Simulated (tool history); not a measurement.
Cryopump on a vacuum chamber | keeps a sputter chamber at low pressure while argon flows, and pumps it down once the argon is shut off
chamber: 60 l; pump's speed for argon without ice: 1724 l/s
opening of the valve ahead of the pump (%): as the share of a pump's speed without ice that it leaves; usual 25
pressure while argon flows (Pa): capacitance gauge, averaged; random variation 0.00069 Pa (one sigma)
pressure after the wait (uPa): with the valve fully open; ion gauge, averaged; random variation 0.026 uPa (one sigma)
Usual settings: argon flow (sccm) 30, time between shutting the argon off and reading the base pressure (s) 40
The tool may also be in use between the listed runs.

run    hour  argon flow (sccm)  time between shutting the argon off and reading the base pressure (s)  opening of the valve ahead of the pump (%)  pressure while argon flows (Pa)  pressure after the wait (uPa)
  1     0.0                 30                                                                     40                                          25                           0.1209                           1.99
  2    59.5                 30                                                                     40                                          25                           0.1220                           2.08
  3   172.4                 30                                                                     40                                          25                           0.1221                           2.17
  4   229.2                 30                                                                     40                                          25                           0.1229                           2.17
  5   338.4                 30                                                                    170                                          25                           0.1251                           1.60
  6   417.4                 19                                                                    170                                          25                           0.0802                           1.74
  7   507.8                 19                                                                    170                                          25                           0.0815                           1.91
      546.0  -- pump warmed up, emptied and cooled again
  8   565.2                 19                                                                    170                                          25                           0.0747                           1.48
  9   645.0                 19                                                                    170                                          25                           0.0757                           1.56
 10   733.0                 19                                                                    170                                          25                           0.0763                           1.58
 11   819.1                 30                                                                     40                                          17                           0.1776                           2.40
 12   933.0                 30                                                                     40                                          17                           0.1794                           2.55
 13  1046.0                 30                                                                     45                                          25                           0.1253                           2.70
 14  1149.4                 30                                                                     98                                          25                           0.1287                           2.28
 15  1276.7                 30                                                                     40                                          48                           0.0750                           3.10
     1303.7  -- pump warmed up, emptied and cooled again
 16  1359.3                 30                                                                     40                                          48                           0.0638                           2.51
 17  1460.8                 30                                                                     26                                          24                           0.1263                           3.14
 18  1536.6                 30                                                                    203                                          24                           0.1267                           2.01
 19  1635.2                 28                                                                    148                                          38                           0.0766                           2.28
     1684.8  -- leaking fittings of the chamber tightened, without venting
 20  1692.0                 36                                                                     80                                          25                           0.1481                           0.68
 21  1778.6                 21                                                                     40                                          25                           0.0878                           1.25
 22  1838.5                 21                                                                     40                                          25                           0.0886                           1.28
 23  1934.2                 17                                                                     24                                          38                           0.0495                           1.96
 24  2021.7                 23                                                                     76                                          32                           0.0808                           0.92
     2060.0  -- pump warmed up, emptied and cooled again
 25  2098.2                 23                                                                    158                                          19                           0.1208                           0.60
 26  2223.4                 30                                                                    274                                          31                           0.0983                           0.57
 27  2314.2                 25                                                                    274                                          31                           0.0825                           0.64
 28  2441.8                 44                                                                    274                                          31                           0.1475                           0.72
 29  2537.6                 30                                                                     26                                          25                           0.1272                           2.09
 30  2655.0                 13                                                                     70                                          20                           0.0675                           1.36

4 ways to go on from here, each from the tool as it stands after run 30. What would each give?
  A  2733.2                 12                                                                     46                                          32                                ?                              ?
  B  2733.2                 23                                                                     41                                          51                                ?                              ?
  C  2733.2                 13                                                                     70                                          37                                ?                              ?
  D  2733.2                 30                                                                     40                                          58                                ?                              ?

run  pressure while argon flows (Pa)  pressure after the wait (uPa)
  A                           0.0413                           1.67
  B                           0.0552                           1.75
  C                           0.0397                           1.39
  D                           0.0624                           1.78
Without the tool's hidden state the same runs would have given:
run  pressure while argon flows (Pa)  pressure after the wait (uPa)
  A                           0.0366                           0.96
  B                           0.0461                           1.06
  C                           0.0345                           0.68
  D                           0.0506                           1.08
